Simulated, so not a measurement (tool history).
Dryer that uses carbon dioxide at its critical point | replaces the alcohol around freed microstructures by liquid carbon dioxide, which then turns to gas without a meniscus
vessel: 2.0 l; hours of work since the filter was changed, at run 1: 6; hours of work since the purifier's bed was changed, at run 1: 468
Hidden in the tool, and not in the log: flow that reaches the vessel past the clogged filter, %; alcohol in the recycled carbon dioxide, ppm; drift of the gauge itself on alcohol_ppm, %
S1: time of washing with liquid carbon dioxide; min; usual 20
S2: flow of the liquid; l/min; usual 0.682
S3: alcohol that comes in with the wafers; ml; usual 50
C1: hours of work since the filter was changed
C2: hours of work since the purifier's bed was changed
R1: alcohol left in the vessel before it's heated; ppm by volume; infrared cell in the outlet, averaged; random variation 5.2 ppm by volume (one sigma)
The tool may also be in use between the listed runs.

run,hour,S1,S2,S3,C1,C2,R1
1,0.0,20,0.682,50,6,468,224
2,16.7,20,0.682,50,18,480,236
3,32.9,20,0.682,50,29,491,240
4,52.3,20,0.682,50,42,504,253
5,65.8,20,0.682,50,52,513,260
6,83.9,20,0.682,50,64,526,263
# hour 96.9: purifier's bed changed
7,100.2,20,0.682,50,73,2,111
8,122.4,20,0.682,50,89,18,136
9,144.2,20,0.682,30,104,33,95
10,172.9,20,0.682,30,123,52,108
11,198.8,20,0.682,66,141,70,232
12,216.6,20,0.580,50,153,82,376
13,243.6,20,0.682,50,172,101,217
14,257.4,20,0.682,50,182,111,233
# hour 268.2: inlet filter changed
15,285.2,20,0.682,50,12,129,121
16,311.3,20,0.682,50,30,147,136
17,332.2,20,0.500,50,44,161,481
18,345.2,20,0.500,50,53,170,474
19,362.8,20,0.500,50,65,182,507
20,375.0,20,0.500,50,74,191,533
21,398.1,20,0.500,50,89,207,571
22,428.6,20,0.500,50,110,228,626
23,449.0,20,0.500,50,124,242,636
24,474.3,15,0.906,29,142,259,197
25,502.4,15,0.906,29,161,279,208
26,524.8,20,0.675,42,177,294,265
# hour 542.2: inlet filter changed
27,549.3,20,0.597,34,5,310,218
28,573.0,20,1.091,22,21,327,101
29,598.1,20,1.091,22,39,344,121
30,610.4,20,1.091,22,47,352,107
31,625.1,28,0.449,22,57,362,182
32,648.5,26,0.585,69,73,379,195
33,677.6,18,0.585,93,93,399,876
34,700.5,18,0.585,93,109,414,936
35,729.2,26,0.682,27,129,434,161
36,742.1,14,0.682,30,138,443,581
37,768.4,14,0.682,30,156,461,592
38,791.6,14,0.682,30,172,477,618
39,813.2,16,0.682,30,187,492,457
# hour 817.1: inlet filter changed
40,831.0,29,0.653,30,10,504,165
41,850.7,13,0.817,72,23,517,634
42,866.2,13,0.817,72,34,528,647
# hour 877.8: purifier's bed changed
43,889.8,28,0.446,97,48,8,293
44,909.2,21,0.740,29,61,22,53

How the hidden state differs across the entries between the runs, from the last listed run before each to the first after it:
Between runs 6 and 7: purifier's bed changed (hour 96.9)
  flow that reaches the vessel past the clogged filter, %: 94.4 -> 93.6; alcohol in the recycled carbon dioxide, ppm: 163.8 -> 6.1
  measured less the result without the state, R1: +187 -> +36 ppm by volume
Between runs 14 and 15: inlet filter changed (hour 268.2)
  flow that reaches the vessel past the clogged filter, %: 84.4 -> 98.6; alcohol in the recycled carbon dioxide, ppm: 40.5 -> 46.8
  measured less the result without the state, R1: +149 -> +47 ppm by volume
Between runs 26 and 27: inlet filter changed (hour 542.2)
  flow that reaches the vessel past the clogged filter, %: 84 -> 99.4; alcohol in the recycled carbon dioxide, ppm: 98 -> 103.1
  measured less the result without the state, R1: +193 -> +103 ppm by volume
Between runs 39 and 40: inlet filter changed (hour 817.1)
  flow that reaches the vessel past the clogged filter, %: 84.3 -> 99; alcohol in the recycled carbon dioxide, ppm: 159.4 -> 163.1
  measured less the result without the state, R1: +307 -> +155 ppm by volume
Between runs 42 and 43: purifier's bed changed (hour 877.8)
  flow that reaches the vessel past the clogged filter, %: 97 -> 95.7; alcohol in the recycled carbon dioxide, ppm: 170.5 -> 8.4
  measured less the result without the state, R1: +226 -> +62 ppm by volume
